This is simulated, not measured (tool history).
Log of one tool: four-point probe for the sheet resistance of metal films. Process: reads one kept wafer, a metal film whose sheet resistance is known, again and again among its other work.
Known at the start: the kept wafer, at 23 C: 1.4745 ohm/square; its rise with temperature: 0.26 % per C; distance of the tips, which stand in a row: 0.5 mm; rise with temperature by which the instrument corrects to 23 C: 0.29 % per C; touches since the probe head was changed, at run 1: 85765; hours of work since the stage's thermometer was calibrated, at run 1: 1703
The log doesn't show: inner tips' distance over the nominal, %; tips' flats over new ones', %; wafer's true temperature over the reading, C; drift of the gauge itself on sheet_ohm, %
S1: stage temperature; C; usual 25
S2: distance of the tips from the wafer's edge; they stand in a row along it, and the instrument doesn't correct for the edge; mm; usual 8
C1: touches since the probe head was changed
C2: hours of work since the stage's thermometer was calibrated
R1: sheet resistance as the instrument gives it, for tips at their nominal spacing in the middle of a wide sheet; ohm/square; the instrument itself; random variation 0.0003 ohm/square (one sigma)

run     day  S1  S2      C1    C2        R1
  1       0  25   8   85765  1703  1.472995
  2   1.883  25   8   87893  1737  1.472943
  3   3.221  25   8   89404  1761  1.472507
  4   4.688  25  29   91060  1788  1.469656
  5   5.838  25   3   92358  1809  1.491303
  6     8.1  25   3   94912  1850  1.491305
  7  10.025  25   3   97087  1886  1.490714
  8  11.992  25   3   99308  1922  1.491185
  9  13.992  20   8  101567  1958  1.474307

The next listed run, before its measurement:
 10  15.904  20   8  103724  1993   ?

R1: 1.474745 ohm/square
Without the tool's hidden state the same run would have given R1 1.479426 ohm/square.
